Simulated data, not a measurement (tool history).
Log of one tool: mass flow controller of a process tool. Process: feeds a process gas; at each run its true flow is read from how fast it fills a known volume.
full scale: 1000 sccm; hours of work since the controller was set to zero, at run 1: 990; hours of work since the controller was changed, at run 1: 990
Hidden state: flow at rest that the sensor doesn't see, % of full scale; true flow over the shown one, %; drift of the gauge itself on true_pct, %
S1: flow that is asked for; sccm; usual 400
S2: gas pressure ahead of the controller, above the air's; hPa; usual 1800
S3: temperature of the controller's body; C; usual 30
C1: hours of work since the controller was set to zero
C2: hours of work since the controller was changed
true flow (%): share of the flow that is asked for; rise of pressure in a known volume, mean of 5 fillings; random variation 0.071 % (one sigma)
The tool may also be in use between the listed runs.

{"run": 1, "day": 0.0, "S1": 400, "S2": 1800, "S3": 30, "C1": 990, "C2": 990, "true flow (%)": 98.03}
{"run": 2, "day": 4.825, "S1": 400, "S2": 1800, "S3": 30, "C1": 1049, "C2": 1049, "true flow (%)": 98.11}
{"run": 3, "day": 8.983, "S1": 400, "S2": 1780, "S3": 30, "C1": 1099, "C2": 1099, "true flow (%)": 97.82}
{"run": 4, "day": 13.075, "S1": 400, "S2": 1780, "S3": 30, "C1": 1150, "C2": 1150, "true flow (%)": 97.85}
{"run": 5, "day": 19.404, "S1": 400, "S2": 1800, "S3": 30, "C1": 1227, "C2": 1227, "true flow (%)": 97.64}
{"run": 6, "day": 24.379, "S1": 400, "S2": 1800, "S3": 30, "C1": 1288, "C2": 1288, "true flow (%)": 97.7}
{"run": 7, "day": 30.929, "S1": 400, "S2": 1800, "S3": 27, "C1": 1368, "C2": 1368, "true flow (%)": 97.36}
{"run": 8, "day": 37.229, "S1": 400, "S2": 2780, "S3": 30, "C1": 1445, "C2": 1445, "true flow (%)": 97.81}
{"run": 9, "day": 43.962, "S1": 400, "S2": 2780, "S3": 21, "C1": 1527, "C2": 1527, "true flow (%)": 97.26}
{"run": 10, "day": 50.208, "S1": 400, "S2": 2780, "S3": 21, "C1": 1604, "C2": 1604, "true flow (%)": 97.15}
{"run": 11, "day": 53.979, "S1": 400, "S2": 2780, "S3": 21, "C1": 1650, "C2": 1650, "true flow (%)": 97.19}
{"run": 12, "day": 59.992, "S1": 400, "S2": 2780, "S3": 21, "C1": 1723, "C2": 1723, "true flow (%)": 97.03}
{"run": 13, "day": 65.729, "S1": 514, "S2": 2210, "S3": 31, "C1": 1793, "C2": 1793, "true flow (%)": 97.49}
{"day": 66.254, "done": "controller's zero set anew"}
{"run": 14, "day": 71.592, "S1": 400, "S2": 1800, "S3": 31, "C1": 65, "C2": 1865, "true flow (%)": 95.88}
{"run": 15, "day": 75.254, "S1": 844, "S2": 1720, "S3": 32, "C1": 110, "C2": 1909, "true flow (%)": 97.26}
{"run": 16, "day": 79.525, "S1": 950, "S2": 1700, "S3": 21, "C1": 162, "C2": 1962, "true flow (%)": 96.95}
{"run": 17, "day": 85.521, "S1": 232, "S2": 2200, "S3": 31, "C1": 236, "C2": 2035, "true flow (%)": 93.95}
{"run": 18, "day": 89.2, "S1": 232, "S2": 2200, "S3": 31, "C1": 281, "C2": 2080, "true flow (%)": 93.86}
{"run": 19, "day": 93.392, "S1": 896, "S2": 1800, "S3": 30, "C1": 332, "C2": 2131, "true flow (%)": 97.19}
{"day": 97.438, "done": "controller's zero set anew, once more"}
{"run": 20, "day": 99.321, "S1": 160, "S2": 2090, "S3": 37, "C1": 23, "C2": 2203, "true flow (%)": 97.69}
{"run": 21, "day": 105.262, "S1": 434, "S2": 1910, "S3": 30, "C1": 96, "C2": 2276, "true flow (%)": 97.61}
{"run": 22, "day": 108.408, "S1": 334, "S2": 2780, "S3": 24, "C1": 134, "C2": 2315, "true flow (%)": 97.63}
{"run": 23, "day": 114.867, "S1": 473, "S2": 2250, "S3": 24, "C1": 213, "C2": 2394, "true flow (%)": 97.42}

Forecast each of these 5 alternatives for the next run:
{"run": "A", "day": 120.962, "S1": 473, "S2": 2250, "S3": 32, "C1": 288, "C2": 2468, "true flow (%)": "?"}
{"run": "B", "day": 120.962, "S1": 473, "S2": 2720, "S3": 24, "C1": 288, "C2": 2468, "true flow (%)": "?"}
{"run": "C", "day": 120.962, "S1": 473, "S2": 1620, "S3": 24, "C1": 288, "C2": 2468, "true flow (%)": "?"}
{"run": "D", "day": 120.962, "S1": 145, "S2": 1470, "S3": 26, "C1": 288, "C2": 2468, "true flow (%)": "?"}
{"run": "E", "day": 120.962, "S1": 288, "S2": 2770, "S3": 24, "C1": 288, "C2": 2468, "true flow (%)": "?"}

run=A true_flow_(%)=97.76
run=B true_flow_(%)=97.57
run=C true_flow_(%)=97.14
run=D true_flow_(%)=96.22
run=E true_flow_(%)=97.27
Without the tool's hidden state the same runs would have given:
run=A true_flow_(%)=100.17
run=B true_flow_(%)=99.99
run=C true_flow_(%)=99.56
run=D true_flow_(%)=99.38
run=E true_flow_(%)=99.89
